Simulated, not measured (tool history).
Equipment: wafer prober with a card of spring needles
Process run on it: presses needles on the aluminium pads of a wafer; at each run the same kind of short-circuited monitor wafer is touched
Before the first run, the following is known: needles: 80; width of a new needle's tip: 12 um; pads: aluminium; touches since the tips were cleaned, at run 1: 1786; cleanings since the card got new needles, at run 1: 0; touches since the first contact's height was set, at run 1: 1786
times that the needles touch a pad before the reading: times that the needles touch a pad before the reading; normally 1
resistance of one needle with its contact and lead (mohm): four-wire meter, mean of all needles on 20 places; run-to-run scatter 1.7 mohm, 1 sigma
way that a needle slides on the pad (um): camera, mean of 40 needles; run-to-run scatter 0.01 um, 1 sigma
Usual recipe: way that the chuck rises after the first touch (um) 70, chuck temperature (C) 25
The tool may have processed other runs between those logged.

run,hour,way that the chuck rises after the first touch (um),chuck temperature (C),times that the needles touch a pad before the reading,touches since the tips were cleaned,cleanings since the card got new needles,touches since the first contact's height was set,resistance of one needle with its contact and lead (mohm),way that a needle slides on the pad (um)
1,0,70,25,1,1786,0,1786,165,17.76
# hour 20.2: tips cleaned on abrasive film
2,22.4,70,25,1,795,1,9840,166,17.77
# hour 43.6: tips cleaned on abrasive film
3,43.6,70,82,1,0,2,17480,179,17.76
4,59.7,70,82,1,5799,2,23279,175,17.76
# hour 69.8: tips cleaned on abrasive film
5,74.5,70,36,1,1703,3,28592,168,17.76
6,91.6,70,36,2,7890,3,34779,167,17.76
# hour 93.7: tips cleaned on abrasive film
# hour 116.9: tips cleaned on abrasive film
7,123.9,70,36,2,2496,5,46353,168,17.76
# hour 142.1: tips cleaned on abrasive film
8,142.5,70,36,2,130,6,53043,171,17.76
# hour 166: tips cleaned on abrasive film
9,170.8,50,25,3,1739,7,63237,173,12.68
# hour 189.8: tips cleaned on abrasive film
10,190.2,88,49,1,171,8,70231,168,22.32
# hour 213.6: tips cleaned on abrasive film
11,223.1,88,49,1,3444,9,82062,174,22.33
# hour 238.9: tips cleaned on abrasive film
12,249.2,55,35,2,3698,10,91444,168,13.95
# hour 263.8: tips cleaned on abrasive film
# hour 269.2: height of the first contact set anew
13,269.2,55,35,2,1845,11,0,170,13.94
# hour 287.7: tips cleaned on abrasive film
14,287.7,55,35,2,0,12,6658,167,13.96
# hour 311.6: tips cleaned on abrasive film
15,314.7,77,35,1,1116,13,16372,167,19.55
16,333.1,77,35,1,7773,13,23029,167,19.55

For each entry between runs, how does the tool's hidden state at the last listed run before it compare with that at the first listed run after it?
Logged between run 1 and run 2: tips cleaned on abrasive film (hour 20.2)
  debris on the tips, nm: 0.7 -> 0.4
Logged between run 2 and run 3: tips cleaned on abrasive film (hour 43.6)
  debris on the tips, nm: 0.4 -> 0.1
Logged between run 4 and run 5: tips cleaned on abrasive film (hour 69.8)
  debris on the tips, nm: 1.3 -> 0.7
Logged between run 6 and run 7: tips cleaned on abrasive film (hour 93.7); tips cleaned on abrasive film (hour 116.9)
  debris on the tips, nm: 1.4 -> 0.9
Logged between run 7 and run 8: tips cleaned on abrasive film (hour 142.1)
  debris on the tips, nm: 0.9 -> 0.1
Logged between run 8 and run 9: tips cleaned on abrasive film (hour 166)
  debris on the tips, nm: 0.1 -> 0.7
Logged between run 9 and run 10: tips cleaned on abrasive film (hour 189.8)
  debris on the tips, nm: 0.7 -> 0.2
Logged between run 10 and run 11: tips cleaned on abrasive film (hour 213.6)
  debris on the tips, nm: 0.2 -> 1; way that the needles fall short of the set height, um: 0 -> 0.01
Logged between run 11 and run 12: tips cleaned on abrasive film (hour 238.9)
  debris on the tips, nm: 1 -> 1.1
Logged between run 12 and run 13: tips cleaned on abrasive film (hour 263.8); height of the first contact set anew (hour 269.2)
  debris on the tips, nm: 1.1 -> 0.8; way that the needles fall short of the set height, um: 0.01 -> 0
Logged between run 13 and run 14: tips cleaned on abrasive film (hour 287.7)
  debris on the tips, nm: 0.8 -> 0.1
Logged between run 14 and run 15: tips cleaned on abrasive film (hour 311.6)
  debris on the tips, nm: 0.1 -> 0.5
